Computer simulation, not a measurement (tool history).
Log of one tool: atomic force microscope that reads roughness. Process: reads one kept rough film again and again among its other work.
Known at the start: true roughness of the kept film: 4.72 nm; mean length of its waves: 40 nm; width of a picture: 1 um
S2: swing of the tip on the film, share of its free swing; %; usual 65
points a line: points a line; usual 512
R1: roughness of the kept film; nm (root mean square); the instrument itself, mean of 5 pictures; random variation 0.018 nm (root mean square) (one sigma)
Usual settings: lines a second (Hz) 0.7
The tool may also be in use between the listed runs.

run 1 hour=0 | lines_a_second_(Hz)=0.7 S2=65 points_a_line=512 | R1=4.193
run 2 hour=10.6 | lines_a_second_(Hz)=0.7 S2=65 points_a_line=512 | R1=4.172
run 3 hour=19 | lines_a_second_(Hz)=0.7 S2=65 points_a_line=512 | R1=4.131
-- hour=24.4 new tip fitted
run 4 hour=27.5 | lines_a_second_(Hz)=0.7 S2=65 points_a_line=512 | R1=4.326
run 5 hour=38.7 | lines_a_second_(Hz)=0.7 S2=65 points_a_line=512 | R1=4.275
run 6 hour=48.7 | lines_a_second_(Hz)=0.7 S2=65 points_a_line=522 | R1=4.233
run 7 hour=60.6 | lines_a_second_(Hz)=0.7 S2=65 points_a_line=512 | R1=4.165
run 8 hour=70.9 | lines_a_second_(Hz)=0.7 S2=65 points_a_line=512 | R1=4.162
run 9 hour=81 | lines_a_second_(Hz)=0.515 S2=65 points_a_line=358 | R1=4.138
-- hour=82.7 new tip fitted
run 10 hour=89 | lines_a_second_(Hz)=1.352 S2=64 points_a_line=563 | R1=4.267
run 11 hour=97.4 | lines_a_second_(Hz)=1.352 S2=64 points_a_line=563 | R1=4.203

The next listed run, before its measurement:
run 12 hour=103.6 | lines_a_second_(Hz)=1.788 S2=64 points_a_line=563 | R1=?

Run 12 gave R1 4.121 nm (root mean square).
Without the tool's hidden state the same run would have given R1 4.218 nm (root mean square).

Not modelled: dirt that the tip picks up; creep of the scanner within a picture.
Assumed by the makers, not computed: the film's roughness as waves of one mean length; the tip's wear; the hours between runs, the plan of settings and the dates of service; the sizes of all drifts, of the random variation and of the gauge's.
